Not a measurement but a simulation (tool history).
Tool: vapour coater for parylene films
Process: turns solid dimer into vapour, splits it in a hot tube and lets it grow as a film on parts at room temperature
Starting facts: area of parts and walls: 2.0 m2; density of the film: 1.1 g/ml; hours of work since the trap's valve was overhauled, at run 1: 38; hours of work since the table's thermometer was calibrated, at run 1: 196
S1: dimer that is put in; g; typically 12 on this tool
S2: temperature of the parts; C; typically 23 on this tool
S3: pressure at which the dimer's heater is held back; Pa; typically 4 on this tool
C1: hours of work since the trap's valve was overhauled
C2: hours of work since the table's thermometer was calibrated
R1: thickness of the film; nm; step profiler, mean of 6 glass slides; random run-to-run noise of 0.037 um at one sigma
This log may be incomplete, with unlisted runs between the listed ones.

run,hour,S1,S2,S3,C1,C2,R1
1,0,12,23,4,38,196,3990
2,23.6,12,23,4,58,216,4010
3,41.3,12,23,3.73,72,230,3990
4,59.2,12,23,6.04,87,245,3540
5,73.7,12,23,6.04,99,257,3580
6,90.5,21,23,6.04,113,270,6190
7,101.8,21,23,6.3,122,280,6150
8,115.6,21,23,6.3,134,291,6160
9,135.4,21,31,6.3,150,307,4140
10,148.1,21,31,6.3,160,318,4110
11,159.1,21,31,6.3,169,327,4050
12,172.2,21,31,6.3,180,338,4020
13,191.3,19,31,6.3,196,353,3600
14,213.2,19,31,6.3,214,371,3650
15,235.4,19,31,6.3,232,390,3630
16,253,7,21,6.3,247,404,2130

Forecast run 17:
17,268,12,19,4.71,259,416,?

Run 17 gave R1 4480 nm.
If the tool had no hidden condition, the same run with the same run-to-run variation would have returned R1 4810 nm.
